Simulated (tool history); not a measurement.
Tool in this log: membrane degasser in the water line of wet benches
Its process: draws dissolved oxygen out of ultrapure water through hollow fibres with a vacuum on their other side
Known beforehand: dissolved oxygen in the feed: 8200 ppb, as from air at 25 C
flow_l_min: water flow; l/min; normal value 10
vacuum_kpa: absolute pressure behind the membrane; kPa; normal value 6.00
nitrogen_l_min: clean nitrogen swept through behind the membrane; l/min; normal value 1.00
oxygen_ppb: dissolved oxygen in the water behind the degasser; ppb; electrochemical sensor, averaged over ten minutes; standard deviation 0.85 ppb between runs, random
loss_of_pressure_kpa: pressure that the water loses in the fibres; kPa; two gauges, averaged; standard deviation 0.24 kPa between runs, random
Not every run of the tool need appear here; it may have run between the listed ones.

{"run": 1, "hour": 0.0, "flow_l_min": 10, "vacuum_kpa": 6.0, "nitrogen_l_min": 1.0, "oxygen_ppb": 88.2, "loss_of_pressure_kpa": 61.65}
{"run": 2, "hour": 146.0, "flow_l_min": 10, "vacuum_kpa": 6.0, "nitrogen_l_min": 1.0, "oxygen_ppb": 88.3, "loss_of_pressure_kpa": 61.96}
{"run": 3, "hour": 311.6, "flow_l_min": 10, "vacuum_kpa": 11.8, "nitrogen_l_min": 1.0, "oxygen_ppb": 226.7, "loss_of_pressure_kpa": 61.72}
{"run": 4, "hour": 462.3, "flow_l_min": 10, "vacuum_kpa": 11.8, "nitrogen_l_min": 1.0, "oxygen_ppb": 228.5, "loss_of_pressure_kpa": 61.92}
{"run": 5, "hour": 593.1, "flow_l_min": 10, "vacuum_kpa": 11.8, "nitrogen_l_min": 1.0, "oxygen_ppb": 229.4, "loss_of_pressure_kpa": 62.01}
{"run": 6, "hour": 858.7, "flow_l_min": 10, "vacuum_kpa": 6.0, "nitrogen_l_min": 0.91, "oxygen_ppb": 94.3, "loss_of_pressure_kpa": 61.66}
{"run": 7, "hour": 1077.5, "flow_l_min": 10, "vacuum_kpa": 6.0, "nitrogen_l_min": 1.0, "oxygen_ppb": 89.4, "loss_of_pressure_kpa": 61.96}
{"run": 8, "hour": 1273.3, "flow_l_min": 10, "vacuum_kpa": 6.0, "nitrogen_l_min": 1.59, "oxygen_ppb": 65.0, "loss_of_pressure_kpa": 62.29}
{"run": 9, "hour": 1542.3, "flow_l_min": 10, "vacuum_kpa": 6.0, "nitrogen_l_min": 1.59, "oxygen_ppb": 64.9, "loss_of_pressure_kpa": 62.42}
{"run": 10, "hour": 1670.0, "flow_l_min": 6, "vacuum_kpa": 3.81, "nitrogen_l_min": 1.0, "oxygen_ppb": 14.3, "loss_of_pressure_kpa": 36.94}
{"run": 11, "hour": 1858.5, "flow_l_min": 6, "vacuum_kpa": 3.81, "nitrogen_l_min": 1.0, "oxygen_ppb": 15.1, "loss_of_pressure_kpa": 37.27}
{"run": 12, "hour": 2093.5, "flow_l_min": 16, "vacuum_kpa": 8.27, "nitrogen_l_min": 0.42, "oxygen_ppb": 449.0, "loss_of_pressure_kpa": 99.4}
{"run": 13, "hour": 2247.3, "flow_l_min": 10, "vacuum_kpa": 6.46, "nitrogen_l_min": 1.0, "oxygen_ppb": 101.9, "loss_of_pressure_kpa": 62.01}
{"run": 14, "hour": 2454.4, "flow_l_min": 7, "vacuum_kpa": 6.46, "nitrogen_l_min": 1.0, "oxygen_ppb": 69.0, "loss_of_pressure_kpa": 43.48}

Some steps in oxygen_ppb, run to run, broken into two amounts with sign: the step expected even without the hidden condition (settings, incoming material, random variation), and the rest, left for the hidden condition together with whatever gauge scatter is not in both the measured and the hidden-condition-free result:
The tool's hidden condition here consists of: membrane still open, %; true pressure behind the membrane over the reading, kPa; air that leaks in behind the membrane, l/min; drift of the gauge itself on oxygen_ppb, %; drift of the gauge itself on loss_of_pressure_kpa, %.
Run 11 -> 12: flow_l_min 6 -> 16, vacuum_kpa 3.81 -> 8.27, nitrogen_l_min 1.00 -> 0.42. oxygen_ppb +433.9 ppb: hidden state +9.7, all else +424.2.
